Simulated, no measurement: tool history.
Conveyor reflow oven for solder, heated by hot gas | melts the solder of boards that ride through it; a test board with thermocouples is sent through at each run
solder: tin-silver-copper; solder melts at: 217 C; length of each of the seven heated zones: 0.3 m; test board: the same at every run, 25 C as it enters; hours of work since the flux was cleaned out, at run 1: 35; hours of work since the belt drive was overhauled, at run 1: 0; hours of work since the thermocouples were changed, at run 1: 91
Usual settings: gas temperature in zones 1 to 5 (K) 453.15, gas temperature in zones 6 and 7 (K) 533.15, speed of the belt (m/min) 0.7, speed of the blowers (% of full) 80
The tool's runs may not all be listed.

run,day,gas temperature in zones 1 to 5 (K),gas temperature in zones 6 and 7 (K),speed of the belt (m/min),speed of the blowers (% of full),hours of work since the flux was cleaned out,hours of work since the belt drive was overhauled,hours of work since the thermocouples were changed,highest temperature of the board (K),time above the solder's melting point (s)
1,0,453.15,533.15,0.7,80,35,0,91,517.75,36.5
2,1.15,453.15,533.15,0.7,80,48,12,103,517.75,35.8
3,2.612,453.15,533.15,0.669,80,63,28,119,519.35,38.7
4,4.767,453.15,533.15,0.669,80,86,51,142,519.05,38.5
5,5.85,453.15,533.15,0.7,80,98,63,154,518.05,35.6
6,7.804,453.15,535.15,0.7,80,119,84,175,520.05,36.5
7,9.012,453.15,535.15,0.7,80,132,96,187,518.65,36.8
8,11.104,453.15,535.15,0.7,80,154,119,210,519.15,36.3
9,12.262,453.15,535.15,0.7,80,167,131,222,519.65,36.4
10,13.45,453.15,535.15,0.7,80,179,144,235,517.95,36.6
11,15.146,453.15,535.15,0.7,80,197,162,253,518.15,36
12,16.567,453.15,535.15,0.7,80,213,177,268,518.65,36.4
13,18.55,453.15,533.15,0.7,80,234,199,290,517.15,34.9
14,20.679,453.15,533.15,0.7,80,257,221,312,515.45,34.9
15,21.85,453.15,533.15,0.692,80,269,234,325,516.85,35.8
16,23.375,453.15,533.15,0.692,80,285,250,341,516.95,34.5
# day 23.696: flux residue cleaned out of gas plates and filters
17,25.121,460.15,533.15,0.692,80,15,267,358,516.25,35.9
18,26.679,460.15,538.15,0.692,72,32,283,374,518.35,37.2
19,28.875,452.15,533.15,0.7,73,55,307,398,510.85,29.4
20,31.029,440.15,529.15,0.7,80,78,330,421,507.05,23.9
21,32.696,453.15,542.15,0.7,82,96,348,439,521.45,36.6
22,34.842,443.15,540.15,0.7,89,119,371,462,518.35,32.5
23,36.388,460.15,526.15,0.689,51,136,387,478,502.25,20.4
# day 37.254: flux residue cleaned out of gas plates and filters, once more
24,37.883,463.15,547.15,0.7,59,7,401,492,526.85,43.5
25,39.65,463.15,537.15,0.682,59,26,420,511,519.65,39.4
26,40.804,453.15,533.15,0.807,66,38,432,523,511.05,24.9
27,42.938,447.15,533.15,0.7,84,61,455,546,518.35,35.4
28,44.733,463.15,533.15,0.7,54,80,474,565,513.75,33.6
29,46.208,452.15,533.15,0.7,86,96,490,581,519.65,37.5
30,47.275,452.15,533.15,0.7,86,107,501,592,519.75,37
31,49,447.15,533.15,0.605,78,126,520,611,521.05,42.4

3 ways to go on from here, each from the tool as it stands after run 31. What would each give?
A,50.208,450.15,533.15,0.741,80,139,533,624,?,?
B,50.208,447.15,536.15,0.607,83,139,533,624,?,?
C,50.208,453.15,533.15,0.605,78,139,533,624,?,?

run,highest temperature of the board (K),time above the solder's melting point (s)
A,515.35,31.3
B,523.45,44.7
C,522.15,44.6
Without the tool's hidden state the same runs would have given:
run,highest temperature of the board (K),time above the solder's melting point (s)
A,516.15,31.9
B,523.85,45
C,522.45,44.8
